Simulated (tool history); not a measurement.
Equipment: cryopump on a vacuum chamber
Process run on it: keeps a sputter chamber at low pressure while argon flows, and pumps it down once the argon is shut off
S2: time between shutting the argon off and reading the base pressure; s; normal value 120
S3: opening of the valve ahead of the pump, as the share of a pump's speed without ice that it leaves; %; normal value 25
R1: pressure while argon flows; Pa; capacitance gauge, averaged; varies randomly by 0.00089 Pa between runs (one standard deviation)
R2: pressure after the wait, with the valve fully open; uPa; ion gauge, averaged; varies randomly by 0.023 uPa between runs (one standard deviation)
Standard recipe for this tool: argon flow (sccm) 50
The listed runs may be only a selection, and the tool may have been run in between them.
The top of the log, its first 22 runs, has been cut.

run 23 day=48.971 | argon_flow_(sccm)=94 S2=298 S3=58 | R1=0.1623 R2=0.87
run 24 day=51.175 | argon_flow_(sccm)=90 S2=80 S3=25 | R1=0.3447 R2=1.54
run 25 day=53.392 | argon_flow_(sccm)=90 S2=80 S3=25 | R1=0.3517 R2=1.6
run 26 day=55.042 | argon_flow_(sccm)=28 S2=93 S3=26 | R1=0.1044 R2=1.5
run 27 day=57.125 | argon_flow_(sccm)=28 S2=93 S3=26 | R1=0.105 R2=1.53
run 28 day=60.283 | argon_flow_(sccm)=50 S2=120 S3=43 | R1=0.1213 R2=1.41
run 29 day=62.258 | argon_flow_(sccm)=90 S2=120 S3=25 | R1=0.3626 R2=1.51
run 30 day=63.8 | argon_flow_(sccm)=33 S2=120 S3=25 | R1=0.1336 R2=1.54
-- day=64.242 pump warmed up, emptied and cooled again
run 31 day=65.329 | argon_flow_(sccm)=21 S2=80 S3=56 | R1=0.0356 R2=1.55

Run 32 is up next; what results do you expect?
run 32 day=68.038 | argon_flow_(sccm)=22 S2=145 S3=59 | R1=? R2=?

For run 32 the tool returned R1 0.0358 Pa, R2 1.27 uPa.
With no hidden state in the tool, this same run would have given R1 0.0339 Pa, R2 0.69 uPa.
